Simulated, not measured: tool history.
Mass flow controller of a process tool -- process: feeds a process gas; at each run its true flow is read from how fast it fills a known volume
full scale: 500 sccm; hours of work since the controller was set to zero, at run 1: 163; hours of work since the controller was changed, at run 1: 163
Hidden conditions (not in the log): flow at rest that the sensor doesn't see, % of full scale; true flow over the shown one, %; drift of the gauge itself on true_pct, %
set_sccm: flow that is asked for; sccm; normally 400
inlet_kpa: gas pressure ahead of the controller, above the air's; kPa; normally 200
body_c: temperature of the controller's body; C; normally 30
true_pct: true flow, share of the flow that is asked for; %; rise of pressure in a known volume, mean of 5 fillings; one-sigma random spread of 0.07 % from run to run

run	hour	set_sccm	inlet_kpa	body_c	hours of work since the controller was set to zero	hours of work since the controller was changed	true_pct
1	0	400	200	30	163	163	99.24
2	79.2	400	200	30	196	196	99.26
3	160.5	400	200	30	229	229	99.15
4	254.7	400	200	30	268	268	99.07
5	322.1	400	200	30	296	296	99.24
6	416.9	400	200	30	335	335	99.17
7	468.9	400	200	30	356	356	99.08
8	554.2	400	200	30	392	392	99
9	613.6	420	200	30	416	416	99.2
10	690.6	321	200	30	448	448	98.68
11	760.4	400	200	30	477	477	99.04
12	853.7	460	200	30	515	515	99.26
13	946.3	202	200	30	553	553	98.06
14	1001.1	202	200	30	576	576	98.08
15	1064.8	249	150	26	602	602	98.76
16	1153.7	103	173	27	639	639	97.75
17	1200.8	103	271	27	658	658	97.07
18	1248.7	103	193	33	678	678	97.07
19	1355.8	403	141	30	722	722	99.31
20	1446.1	317	248	29	759	759	98.38
21	1496.6	317	248	29	780	780	98.4

For each run, the measured value with the value that run would have given without the tool's hidden condition subtracted. The run-to-run variation is shared by both, the gauge scatter possibly not:
run	true_pct
1	+0
2	-0.02
3	-0.03
4	-0.04
5	-0.05
6	-0.07
7	-0.07
8	-0.08
9	-0.09
10	-0.12
11	-0.12
12	-0.11
13	-0.25
14	-0.26
15	-0.24
16	-0.56
17	-0.58
18	-0.59
19	-0.2
20	-0.26
21	-0.27

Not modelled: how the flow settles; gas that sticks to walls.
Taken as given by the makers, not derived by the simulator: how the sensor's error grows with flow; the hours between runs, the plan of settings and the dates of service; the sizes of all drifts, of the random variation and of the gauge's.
